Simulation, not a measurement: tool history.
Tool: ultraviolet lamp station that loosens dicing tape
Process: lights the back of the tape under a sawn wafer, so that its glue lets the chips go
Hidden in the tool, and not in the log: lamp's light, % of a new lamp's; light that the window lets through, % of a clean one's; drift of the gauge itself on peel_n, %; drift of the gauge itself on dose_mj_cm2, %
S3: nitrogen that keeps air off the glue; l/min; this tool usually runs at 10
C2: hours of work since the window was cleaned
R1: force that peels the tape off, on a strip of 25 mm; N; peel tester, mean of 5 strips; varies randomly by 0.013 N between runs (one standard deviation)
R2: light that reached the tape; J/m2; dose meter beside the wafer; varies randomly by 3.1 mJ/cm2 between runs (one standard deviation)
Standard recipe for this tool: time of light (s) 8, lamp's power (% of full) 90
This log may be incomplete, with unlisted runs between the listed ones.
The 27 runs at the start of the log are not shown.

Run 28, hour 403.8: usual settings but S3 12 l/min; hours of work of the lamp 334; C2 205. Result: R1 0.608 N, R2 4320 J/m2.
Run 29, hour 416.2: usual settings but S3 12 l/min; hours of work of the lamp 343; C2 215. Result: R1 0.655 N, R2 4270 J/m2.
Run 30, hour 433.7: usual settings but time of light (s) 4, lamp's power (% of full) 95, S3 12 l/min; hours of work of the lamp 357; C2 229. Result: R1 1.493 N, R2 2260 J/m2.
Run 31, hour 454.0: usual settings but time of light (s) 7, lamp's power (% of full) 95, S3 6 l/min; hours of work of the lamp 373; C2 244. Result: R1 1.077 N, R2 3950 J/m2.
Run 32, hour 472.5: usual settings but time of light (s) 7, lamp's power (% of full) 95, S3 6 l/min; hours of work of the lamp 387; C2 259. Result: R1 1.100 N, R2 3920 J/m2.
Run 33, hour 492.0: usual settings but time of light (s) 7, lamp's power (% of full) 95, S3 6 l/min; hours of work of the lamp 402; C2 274. Result: R1 1.124 N, R2 3870 J/m2.
Run 34, hour 508.1: usual settings but time of light (s) 9, lamp's power (% of full) 96, S3 6 l/min; hours of work of the lamp 415; C2 286. Result: R1 0.775 N, R2 5020 J/m2.
Run 35, hour 516.9: usual settings but S3 6 l/min; hours of work of the lamp 421; C2 293. Result: R1 0.988 N, R2 4190 J/m2.
Run 36, hour 529.1: usual settings but S3 6 l/min; hours of work of the lamp 431; C2 302. Result: R1 0.996 N, R2 4110 J/m2.
Run 37, hour 543.9: usual settings but S3 6 l/min; hours of work of the lamp 442; C2 314. Result: R1 1.039 N, R2 4150 J/m2.
Run 38, hour 563.4: usual settings but time of light (s) 14, lamp's power (% of full) 72, S3 4 l/min; hours of work of the lamp 457; C2 329. Result: R1 0.805 N, R2 5750 J/m2.
Run 39, hour 580.4: usual settings but time of light (s) 5, lamp's power (% of full) 75, S3 5 l/min; hours of work of the lamp 471; C2 342. Result: R1 2.212 N, R2 2140 J/m2.
Run 40, hour 589.1: usual settings but time of light (s) 10, lamp's power (% of full) 78, S3 5 l/min; hours of work of the lamp 477; C2 349. Result: R1 1.012 N, R2 4510 J/m2.
Run 41, hour 605.5: usual settings but time of light (s) 12, lamp's power (% of full) 98; hours of work of the lamp 490; C2 362. Result: R1 0.371 N, R2 6630 J/m2.
Run 42, hour 619.8: usual settings but time of light (s) 12, lamp's power (% of full) 98; hours of work of the lamp 501; C2 373. Result: R1 0.378 N, R2 6670 J/m2.

What if the next run were any one of these 5? Each begins from the tool's condition after run 42:
Run A, hour 638.1: usual settings but time of light (s) 16, lamp's power (% of full) 69; hours of work of the lamp 515; C2 387. Result: R1 ?, R2 ?.
Run B, hour 638.1: usual settings but lamp's power (% of full) 69, S3 20 l/min; hours of work of the lamp 515; C2 387. Result: R1 ?, R2 ?.
Run C, hour 638.1: usual settings but time of light (s) 9, lamp's power (% of full) 88; hours of work of the lamp 515; C2 387. Result: R1 ?, R2 ?.
Run D, hour 638.1: usual settings but time of light (s) 15, lamp's power (% of full) 62, S3 4 l/min; hours of work of the lamp 515; C2 387. Result: R1 ?, R2 ?.
Run E, hour 638.1: usual settings but time of light (s) 5, lamp's power (% of full) 98, S3 5 l/min; hours of work of the lamp 515; C2 387. Result: R1 ?, R2 ?.

run     R1    R2
  A  0.402  6200
  B  0.801  3100
  C  0.671  4420
  D  0.927  5270
  E  1.829  2810
With the hidden condition removed and each run's random variation left untouched, the same runs would have given:
run     R1    R2
  A  0.331  7280
  B  0.629  3640
  C  0.525  5200
  D  0.731  6190
  E  1.551  3300

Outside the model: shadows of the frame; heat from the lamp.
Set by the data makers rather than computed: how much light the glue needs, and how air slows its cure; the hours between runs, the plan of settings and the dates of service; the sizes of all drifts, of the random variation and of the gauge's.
